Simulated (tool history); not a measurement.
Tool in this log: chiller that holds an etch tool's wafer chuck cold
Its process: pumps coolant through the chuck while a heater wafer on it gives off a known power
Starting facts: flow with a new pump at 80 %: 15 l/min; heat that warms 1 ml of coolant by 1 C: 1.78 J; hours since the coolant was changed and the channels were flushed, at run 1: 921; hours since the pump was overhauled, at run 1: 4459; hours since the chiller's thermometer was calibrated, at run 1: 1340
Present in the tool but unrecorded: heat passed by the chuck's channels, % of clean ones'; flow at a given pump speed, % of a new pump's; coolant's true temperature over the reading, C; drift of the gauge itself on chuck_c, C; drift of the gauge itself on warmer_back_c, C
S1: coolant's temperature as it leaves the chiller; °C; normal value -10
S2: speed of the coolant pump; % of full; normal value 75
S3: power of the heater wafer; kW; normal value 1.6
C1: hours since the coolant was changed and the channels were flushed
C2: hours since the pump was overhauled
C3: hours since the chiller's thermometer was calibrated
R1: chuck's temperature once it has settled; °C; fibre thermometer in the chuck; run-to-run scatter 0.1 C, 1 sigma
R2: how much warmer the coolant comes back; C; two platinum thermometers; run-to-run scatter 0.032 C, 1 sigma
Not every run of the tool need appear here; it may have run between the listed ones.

run 1 hour=0 | S1=-10 S2=75 S3=1.6 | C1=921 C2=4459 C3=1340 | R1=3.9 R2=4.47
run 2 hour=95.4 | S1=-16 S2=75 S3=1.6 | C1=1016 C2=4554 C3=1435 | R1=-2.1 R2=4.5
run 3 hour=308.2 | S1=-16 S2=89 S3=1.6 | C1=1229 C2=4767 C3=1648 | R1=-4 R2=3.69
run 4 hour=443.2 | S1=-16 S2=89 S3=1.6 | C1=1364 C2=4902 C3=1783 | R1=-3.9 R2=3.73
run 5 hour=630 | S1=-16 S2=89 S3=1.6 | C1=1551 C2=5089 C3=1970 | R1=-3.8 R2=3.78
-- hour=763.1 chiller's thermometer calibrated
run 6 hour=763.1 | S1=-16 S2=89 S3=1.6 | C1=1683 C2=5221 C3=0 | R1=-4.2 R2=3.8
run 7 hour=941.2 | S1=-16 S2=89 S3=1.6 | C1=1861 C2=5399 C3=178 | R1=-3.8 R2=3.8
run 8 hour=1155.8 | S1=-16 S2=89 S3=1.955 | C1=2076 C2=5614 C3=393 | R1=-1 R2=4.66
run 9 hour=1296.2 | S1=-10 S2=75 S3=1.6 | C1=2216 C2=5754 C3=533 | R1=4.8 R2=4.63
-- hour=1357.7 coolant pump overhauled
run 10 hour=1522.1 | S1=-10 S2=75 S3=1.6 | C1=2437 C2=164 C3=754 | R1=2.9 R2=3.98
run 11 hour=1719.1 | S1=-10 S2=75 S3=1.6 | C1=2634 C2=361 C3=951 | R1=2.9 R2=3.9
run 12 hour=1876.2 | S1=-10 S2=75 S3=1.6 | C1=2791 C2=519 C3=1108 | R1=3.2 R2=3.93
run 13 hour=2052 | S1=-10 S2=72 S3=0.928 | C1=2967 C2=694 C3=1284 | R1=-1.7 R2=2.47
run 14 hour=2203.6 | S1=-10 S2=72 S3=0.928 | C1=3118 C2=846 C3=1435 | R1=-1.7 R2=2.4
run 15 hour=2408.2 | S1=-10 S2=72 S3=0.928 | C1=3323 C2=1050 C3=1640 | R1=-1.7 R2=2.48
run 16 hour=2542.1 | S1=-10 S2=72 S3=0.928 | C1=3457 C2=1184 C3=1774 | R1=-1.5 R2=2.44
run 17 hour=2639.3 | S1=-10 S2=72 S3=0.928 | C1=3554 C2=1282 C3=1871 | R1=-1.7 R2=2.4
run 18 hour=2790.7 | S1=-17 S2=70 S3=1.425 | C1=3706 C2=1433 C3=2023 | R1=-3.6 R2=3.96
-- hour=2877.8 chiller's thermometer calibrated
run 19 hour=3027.5 | S1=-10 S2=60 S3=2.116 | C1=3941 C2=1669 C3=150 | R1=12.8 R2=7.07
run 20 hour=3222.3 | S1=-15 S2=76 S3=1.425 | C1=4136 C2=1864 C3=344 | R1=-2.6 R2=3.61
run 21 hour=3436.6 | S1=-15 S2=76 S3=1.425 | C1=4350 C2=2078 C3=559 | R1=-2.5 R2=3.69
run 22 hour=3658.3 | S1=-12 S2=66 S3=1.204 | C1=4572 C2=2300 C3=780 | R1=0.6 R2=3.61
-- hour=3693 coolant changed, channels flushed
run 23 hour=3801.8 | S1=-12 S2=66 S3=1.204 | C1=109 C2=2437 C3=918 | R1=-0.6 R2=3.69

Some steps in R1 between neighbouring runs. How much of each would the tool show without its hidden state too (settings, what came in, random variation), and how much is left for the hidden state, with any gauge scatter that isn't in both results?
Run 9 -> 10: coolant pump overhauled. R1 -1.9 °C: hidden state -2, all else +0.1.
Run 18 -> 19: S1 -17 -> -10, S2 70 -> 60, S3 1.425 -> 2.116, chiller's thermometer calibrated. R1 +16.4 °C: hidden state +1.3, all else +15.1.
Run 19 -> 20: S1 -10 -> -15, S2 60 -> 76, S3 2.116 -> 1.425. R1 -15.4 °C: hidden state -1.5, all else -13.9.
